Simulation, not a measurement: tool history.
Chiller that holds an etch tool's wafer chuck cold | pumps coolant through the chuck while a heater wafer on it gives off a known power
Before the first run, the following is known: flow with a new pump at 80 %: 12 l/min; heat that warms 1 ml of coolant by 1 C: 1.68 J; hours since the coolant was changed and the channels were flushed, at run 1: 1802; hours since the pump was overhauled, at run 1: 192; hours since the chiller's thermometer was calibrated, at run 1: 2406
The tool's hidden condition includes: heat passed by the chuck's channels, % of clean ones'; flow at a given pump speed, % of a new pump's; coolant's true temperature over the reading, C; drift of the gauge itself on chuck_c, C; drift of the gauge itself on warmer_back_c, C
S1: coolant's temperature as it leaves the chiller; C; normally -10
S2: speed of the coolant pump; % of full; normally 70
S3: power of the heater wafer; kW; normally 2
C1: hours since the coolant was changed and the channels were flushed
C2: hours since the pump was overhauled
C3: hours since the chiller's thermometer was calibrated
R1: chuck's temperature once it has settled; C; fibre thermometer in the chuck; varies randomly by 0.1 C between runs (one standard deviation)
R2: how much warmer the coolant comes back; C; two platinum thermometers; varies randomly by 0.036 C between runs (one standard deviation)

| run | hour | S1 | S2 | S3 | C1 | C2 | C3 | R1 | R2 |
|---|---|---|---|---|---|---|---|---|---|
| 1 | 0 | -10 | 70 | 2 | 1802 | 192 | 2406 | 7.4 | 6.9 |
| 2 | 46.6 | -10 | 70 | 2 | 1849 | 239 | 2453 | 7.4 | 6.86 |
| 3 | 105.2 | -10 | 70 | 2 | 1907 | 297 | 2511 | 7.4 | 6.9 |
| 4 | 162.3 | -10 | 70 | 2 | 1965 | 355 | 2568 | 7.3 | 6.96 |
| 5 | 235.5 | -10 | 70 | 2 | 2038 | 428 | 2641 | 7.5 | 6.9 |
| 6 | 293.4 | -15 | 70 | 2 | 2096 | 486 | 2699 | 2.6 | 6.91 |
| 7 | 325.5 | -15 | 70 | 2 | 2128 | 518 | 2731 | 2.6 | 6.88 |
| 8 | 379.6 | -15 | 70 | 2 | 2182 | 572 | 2786 | 2.5 | 6.93 |
| 9 | 453.7 | -15 | 70 | 2 | 2256 | 646 | 2860 | 2.5 | 6.98 |
| 10 | 521.4 | -15 | 70 | 2 | 2324 | 714 | 2927 | 2.7 | 6.91 |
|  | 555.8 | chiller's thermometer calibrated |
| 11 | 563.4 | -15 | 70 | 2 | 2365 | 755 | 8 | 2.6 | 6.97 |
| 12 | 604.4 | -10 | 70 | 2.765 | 2406 | 796 | 49 | 14.2 | 9.56 |
| 13 | 659.2 | -10 | 70 | 2.765 | 2460 | 850 | 103 | 14.2 | 9.46 |
| 14 | 731.8 | -10 | 70 | 2.765 | 2533 | 923 | 176 | 14.2 | 9.59 |
| 15 | 762.7 | -10 | 70 | 1.96 | 2564 | 954 | 207 | 7.3 | 6.83 |
| 16 | 812.2 | -10 | 70 | 2 | 2613 | 1003 | 256 | 7.6 | 6.96 |
| 17 | 876.4 | -10 | 70 | 2 | 2678 | 1068 | 321 | 7.7 | 6.97 |
| 18 | 917.5 | -10 | 70 | 2 | 2719 | 1109 | 362 | 7.5 | 6.98 |
| 19 | 963.4 | -17 | 69 | 2.031 | 2765 | 1155 | 408 | 1.1 | 7.16 |
| 20 | 1000.5 | -17 | 69 | 2.031 | 2802 | 1192 | 445 | 1.4 | 7.17 |
| 21 | 1032.2 | -6 | 63 | 2.031 | 2833 | 1223 | 476 | 13.6 | 7.93 |
| 22 | 1080 | -9 | 64 | 1.162 | 2881 | 1271 | 524 | 2.3 | 4.49 |
| 23 | 1147.4 | -10 | 74 | 2 | 2949 | 1339 | 592 | 6.8 | 6.57 |
| 24 | 1184.6 | -10 | 64 | 2 | 2986 | 1376 | 629 | 9.4 | 7.66 |
| 25 | 1241.6 | -17 | 70 | 2 | 3043 | 1433 | 686 | 0.6 | 6.99 |
| 26 | 1274.1 | -2 | 67 | 2.769 | 3075 | 1465 | 718 | 23.6 | 10.15 |
| 27 | 1307.2 | -2 | 67 | 2.769 | 3108 | 1498 | 751 | 23.6 | 10.13 |
| 28 | 1367.3 | -2 | 67 | 1.057 | 3169 | 1559 | 812 | 7.9 | 3.79 |
| 29 | 1414.6 | -16 | 92 | 1.197 | 3216 | 1606 | 859 | -7.7 | 3.09 |
| 30 | 1451.3 | -11 | 79 | 2.447 | 3252 | 1643 | 895 | 8.6 | 7.46 |
| 31 | 1486.3 | -15 | 69 | 2.203 | 3288 | 1678 | 931 | 4.9 | 7.85 |

Consider 4 possible next runs. They are alternatives, not a sequence: every one starts from the tool as it was left by run 31. What does each give?
| A | 1529.3 | -15 | 64 | 1.409 | 3331 | 1721 | 974 | ? | ? |
| B | 1529.3 | -14 | 62 | 2.203 | 3331 | 1721 | 974 | ? | ? |
| C | 1529.3 | -20 | 72 | 2.597 | 3331 | 1721 | 974 | ? | ? |
| D | 1529.3 | -10 | 60 | 1.229 | 3331 | 1721 | 974 | ? | ? |

| run | R1 | R2 |
|---|---|---|
| A | -1.2 | 5.43 |
| B | 8.1 | 8.77 |
| C | 2.6 | 8.81 |
| D | 2.6 | 4.98 |
The same runs, with their run-to-run variation unchanged, on a tool lacking any hidden condition would have given:
| run | R1 | R2 |
|---|---|---|
| A | -2.2 | 5.33 |
| B | 6.7 | 8.61 |
| C | 1.2 | 8.65 |
| D | 1.8 | 4.89 |
